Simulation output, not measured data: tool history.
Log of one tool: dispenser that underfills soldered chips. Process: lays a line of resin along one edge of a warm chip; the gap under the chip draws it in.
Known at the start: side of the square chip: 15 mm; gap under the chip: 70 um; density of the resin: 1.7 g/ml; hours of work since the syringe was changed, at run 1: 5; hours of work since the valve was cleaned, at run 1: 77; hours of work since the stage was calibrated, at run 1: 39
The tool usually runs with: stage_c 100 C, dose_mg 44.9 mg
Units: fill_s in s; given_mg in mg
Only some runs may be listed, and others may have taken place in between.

run  hour  stage_c  dose_mg  hours of work since the syringe was changed  hours of work since the valve was cleaned  hours of work since the stage was calibrated  fill_s  given_mg
  1     0      100     44.9                                            5                                         77                                            39   338.9     42.55
  2   6.4      100     44.9                                            9                                         81                                            43   470.3     42.29
     10.1  -- new syringe of resin
  3  11.9      100     44.9                                            1                                         84                                            47   247.9     42.46
  4  16.8      100     49.2                                            4                                         87                                            50   312.4     46.68
  5  21.5      111     44.9                                            7                                         90                                            53   295.9     41.88
  6  25.5      100     44.9                                           10                                         93                                            56   501.2     42.12
     27.8  -- new syringe of resin
  7  30.5      100     49.9                                            2                                         96                                            59   256.5     46.55
  8  37.3       90     54.2                                            6                                        100                                            63   493.1     50.42
  9    41      103     48.2                                            9                                        103                                            65   411.3        45
       46  -- new syringe of resin
 10  46.6      100     55.3                                            0                                        106                                            69   233.7     51.55
 11  52.1      112     50.1                                            4                                        110                                            72   219.3     46.57
 12  57.8      100     39.2                                            8                                        113                                            76     425      36.1
 13  62.7      100     39.2                                           11                                        117                                            79   559.4     36.35
     63.8  -- new syringe of resin
 14  66.3       91     39.2                                            2                                        119                                            81   359.2     36.22

Predict each of these 4 candidate next runs independently; none follows another, all start after run 14:
  A  70.6      102     56.3                                            4                                        122                                            84       ?         ?
  B  70.6       91     53.2                                            4                                        122                                            84       ?         ?
  C  70.6      112     49.4                                            4                                        122                                            84       ?         ?
  D  70.6       99     47.6                                            4                                        122                                            84       ?         ?

run  fill_s  given_mg
  A   301.8     51.31
  B   427.4     48.76
  C   232.4     45.33
  D   343.1     43.67
Had the tool no hidden state, the same runs would have come out as:
run  fill_s  given_mg
  A   205.7     55.86
  B   290.9     53.08
  C   158.1     49.35
  D   232.8     47.55
